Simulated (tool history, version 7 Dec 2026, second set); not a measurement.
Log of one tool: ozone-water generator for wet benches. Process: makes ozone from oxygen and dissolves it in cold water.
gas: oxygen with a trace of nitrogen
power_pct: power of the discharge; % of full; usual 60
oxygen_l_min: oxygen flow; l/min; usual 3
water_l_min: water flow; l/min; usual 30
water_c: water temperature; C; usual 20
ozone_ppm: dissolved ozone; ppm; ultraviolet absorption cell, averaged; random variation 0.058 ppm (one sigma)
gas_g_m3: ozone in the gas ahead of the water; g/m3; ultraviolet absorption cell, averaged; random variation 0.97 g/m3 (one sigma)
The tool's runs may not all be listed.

run	hour	power_pct	oxygen_l_min	water_l_min	water_c	ozone_ppm	gas_g_m3
1	0	60	3	30	20	6.79	163.8
2	95.3	60	3	30	20	6.69	162
3	175.8	60	3	30	20	6.63	162
4	230.3	60	3.32	30	20	6.74	153.7
5	309.7	60	3	30	20	6.63	162.5
6	404.5	60	3	30	22	6.51	162.2
7	485.6	60	3	30	22	6.61	163.2
8	590.5	60	3	30	20	6.72	160.3
9	695.2	60	3	30	20	6.8	163
10	773.6	60	3	30	16	6.81	161
# hour 856: contactor cleaned
11	859.3	60	3	30	20	6.73	162.2
12	937.2	60	3	30	20	6.87	162.7
13	1022.8	60	3	30	20	6.74	161.6
14	1067.3	60	3	30	20	6.9	162
15	1175.5	60	3	30	20	6.71	161.2
16	1277.2	60	3	37	20	5.43	160.7
17	1338.3	60	3.75	37	20	5.7	140.2
18	1441.8	74	1.63	37	20	5.59	277.8
19	1509.9	74	1.63	37	20	5.76	275.6
20	1559.1	40	2.19	19	28	6.57	137.8
21	1646.3	60	3	20	20	9.76	157.7
22	1691.1	60	2.36	20	20	9.58	184.5
23	1744.4	75	1.6	22	15	10.22	282.5
24	1809.7	54	2.15	28	15	6.41	178.9
25	1865	67	2.35	21	17	10.49	204.5
26	1948.4	60	2.19	30	16	6.42	194.1
27	2004.9	60	2.19	30	16	6.56	193
28	2061.8	84	2.19	30	14	8.96	258.3
29	2151.7	50	2.19	30	14	5.65	163.7
30	2234.9	61	2.57	45	13	4.58	177.4
31	2334.9	61	2.57	45	13	4.45	177.2
32	2443.4	90	3.72	46	22	6.36	197.4

Measured less the same run without the tool's hidden state. The same run-to-run variation is in both; the gauge's scatter may not be:
The hidden state here: yield of the discharge, % of new electrodes'; contactor's efficiency, % of a clean one's; true water temperature over the reading, C; drift of the gauge itself on ozone_ppm, %; drift of the gauge itself on gas_g_m3, %.
run	ozone_ppm	gas_g_m3
1	-0.34	-3.3
2	-0.34	-3.3
3	-0.34	-3.4
4	-0.36	-3.3
5	-0.35	-3.6
6	-0.36	-3.7
7	-0.37	-3.8
8	-0.38	-3.9
9	-0.39	-4.1
10	-0.4	-4.2
11	-0.21	-4.3
12	-0.22	-4.4
13	-0.22	-4.6
14	-0.23	-4.6
15	-0.23	-4.8
16	-0.2	-4.9
17	-0.21	-4.3
18	-0.25	-10.6
19	-0.25	-10.7
20	-0.16	-2.5
21	-0.4	-5.2
22	-0.39	-6.2
23	-0.5	-11.7
24	-0.25	-5.5
25	-0.48	-7.9
26	-0.28	-6.9
27	-0.29	-7
28	-0.51	-12.7
29	-0.22	-5
30	-0.22	-6.9
31	-0.22	-7
32	-0.44	-11.2
